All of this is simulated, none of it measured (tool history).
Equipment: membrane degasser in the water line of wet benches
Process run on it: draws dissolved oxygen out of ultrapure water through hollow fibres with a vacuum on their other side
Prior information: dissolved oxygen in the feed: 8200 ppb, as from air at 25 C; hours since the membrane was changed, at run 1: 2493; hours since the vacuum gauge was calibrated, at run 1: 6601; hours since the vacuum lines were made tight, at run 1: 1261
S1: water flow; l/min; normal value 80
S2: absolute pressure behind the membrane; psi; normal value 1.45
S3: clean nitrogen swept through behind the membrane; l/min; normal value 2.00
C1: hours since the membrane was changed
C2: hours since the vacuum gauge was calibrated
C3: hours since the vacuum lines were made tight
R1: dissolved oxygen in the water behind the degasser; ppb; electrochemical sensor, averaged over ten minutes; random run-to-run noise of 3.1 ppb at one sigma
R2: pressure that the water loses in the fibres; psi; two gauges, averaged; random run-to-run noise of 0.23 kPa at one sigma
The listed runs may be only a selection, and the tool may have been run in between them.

{"run": 1, "day": 0.0, "S1": 80, "S2": 1.45, "S3": 2.0, "C1": 2493, "C2": 6601, "C3": 1261, "R1": 532.5, "R2": 8.264}
{"run": 2, "day": 3.408, "S1": 80, "S2": 1.45, "S3": 2.0, "C1": 2574, "C2": 6683, "C3": 1343, "R1": 530.0, "R2": 8.245}
{"run": 3, "day": 7.312, "S1": 109, "S2": 1.45, "S3": 2.0, "C1": 2668, "C2": 6777, "C3": 1436, "R1": 673.3, "R2": 11.326}
{"run": 4, "day": 11.092, "S1": 109, "S2": 1.45, "S3": 2.0, "C1": 2759, "C2": 6867, "C3": 1527, "R1": 682.4, "R2": 11.314}
{"run": 5, "day": 13.021, "S1": 80, "S2": 1.45, "S3": 1.09, "C1": 2805, "C2": 6914, "C3": 1573, "R1": 809.7, "R2": 8.324}
{"run": 6, "day": 15.296, "S1": 80, "S2": 1.45, "S3": 1.09, "C1": 2860, "C2": 6968, "C3": 1628, "R1": 816.5, "R2": 8.244}
{"day": 17.358, "done": "vacuum gauge calibrated"}
{"run": 7, "day": 18.712, "S1": 80, "S2": 1.45, "S3": 1.09, "C1": 2941, "C2": 32, "C3": 1709, "R1": 816.1, "R2": 8.248}
{"run": 8, "day": 20.717, "S1": 80, "S2": 1.45, "S3": 1.09, "C1": 2989, "C2": 81, "C3": 1758, "R1": 810.2, "R2": 8.299}
{"run": 9, "day": 24.638, "S1": 80, "S2": 1.45, "S3": 1.09, "C1": 3083, "C2": 175, "C3": 1852, "R1": 811.3, "R2": 8.237}
{"run": 10, "day": 26.5, "S1": 80, "S2": 1.45, "S3": 1.09, "C1": 3128, "C2": 219, "C3": 1896, "R1": 809.5, "R2": 8.26}
{"run": 11, "day": 30.0, "S1": 80, "S2": 1.45, "S3": 1.09, "C1": 3212, "C2": 303, "C3": 1980, "R1": 812.9, "R2": 8.193}
{"run": 12, "day": 32.062, "S1": 80, "S2": 1.45, "S3": 1.09, "C1": 3262, "C2": 353, "C3": 2030, "R1": 813.3, "R2": 8.299}
{"run": 13, "day": 34.596, "S1": 80, "S2": 1.45, "S3": 1.09, "C1": 3323, "C2": 414, "C3": 2091, "R1": 806.1, "R2": 8.276}
{"run": 14, "day": 36.904, "S1": 80, "S2": 1.45, "S3": 1.42, "C1": 3378, "C2": 469, "C3": 2146, "R1": 680.5, "R2": 8.212}
{"run": 15, "day": 38.625, "S1": 80, "S2": 1.45, "S3": 2.0, "C1": 3419, "C2": 510, "C3": 2187, "R1": 528.8, "R2": 8.33}
{"run": 16, "day": 40.283, "S1": 80, "S2": 1.45, "S3": 2.0, "C1": 3459, "C2": 550, "C3": 2227, "R1": 532.0, "R2": 8.298}
{"run": 17, "day": 44.125, "S1": 80, "S2": 1.45, "S3": 2.0, "C1": 3551, "C2": 642, "C3": 2319, "R1": 537.1, "R2": 8.312}
{"run": 18, "day": 46.658, "S1": 71, "S2": 3.61, "S3": 2.0, "C1": 3612, "C2": 703, "C3": 2380, "R1": 1386.7, "R2": 7.388}
{"run": 19, "day": 49.138, "S1": 80, "S2": 1.0, "S3": 2.0, "C1": 3671, "C2": 763, "C3": 2440, "R1": 304.0, "R2": 8.232}
{"run": 20, "day": 51.567, "S1": 80, "S2": 3.12, "S3": 3.36, "C1": 3730, "C2": 821, "C3": 2498, "R1": 880.3, "R2": 8.327}
{"run": 21, "day": 55.392, "S1": 104, "S2": 1.39, "S3": 3.15, "C1": 3822, "C2": 913, "C3": 2590, "R1": 445.6, "R2": 10.817}
{"run": 22, "day": 57.321, "S1": 117, "S2": 2.87, "S3": 5.52, "C1": 3868, "C2": 959, "C3": 2636, "R1": 746.6, "R2": 12.119}
{"run": 23, "day": 61.233, "S1": 117, "S2": 2.87, "S3": 5.52, "C1": 3962, "C2": 1053, "C3": 2730, "R1": 747.3, "R2": 12.114}
{"run": 24, "day": 65.071, "S1": 54, "S2": 1.45, "S3": 3.45, "C1": 4054, "C2": 1145, "C3": 2822, "R1": 241.9, "R2": 5.62}
{"run": 25, "day": 67.475, "S1": 54, "S2": 1.45, "S3": 3.45, "C1": 4112, "C2": 1203, "C3": 2880, "R1": 246.0, "R2": 5.574}
{"run": 26, "day": 70.992, "S1": 54, "S2": 0.97, "S3": 2.24, "C1": 4196, "C2": 1287, "C3": 2964, "R1": 189.3, "R2": 5.594}
{"run": 27, "day": 74.446, "S1": 54, "S2": 1.42, "S3": 4.35, "C1": 4279, "C2": 1370, "C3": 3047, "R1": 195.3, "R2": 5.548}
{"run": 28, "day": 77.596, "S1": 104, "S2": 2.45, "S3": 0.88, "C1": 4354, "C2": 1446, "C3": 3123, "R1": 1998.7, "R2": 10.836}
{"run": 29, "day": 79.854, "S1": 76, "S2": 2.63, "S3": 2.25, "C1": 4409, "C2": 1500, "C3": 3177, "R1": 951.5, "R2": 7.944}
{"run": 30, "day": 83.717, "S1": 76, "S2": 2.63, "S3": 2.25, "C1": 4501, "C2": 1593, "C3": 3270, "R1": 953.0, "R2": 7.931}
{"run": 31, "day": 86.654, "S1": 59, "S2": 2.63, "S3": 1.17, "C1": 4572, "C2": 1663, "C3": 3340, "R1": 1263.4, "R2": 6.148}
{"run": 32, "day": 89.65, "S1": 55, "S2": 1.78, "S3": 1.17, "C1": 4644, "C2": 1735, "C3": 3412, "R1": 773.9, "R2": 5.641}

What differs in the tool's unlogged condition from the final listed run ahead of each entry between runs to the first listed run following it?
Run 6 -> run 7: vacuum gauge calibrated (day 17.358)
  nothing in the hidden state changes from one run to the other
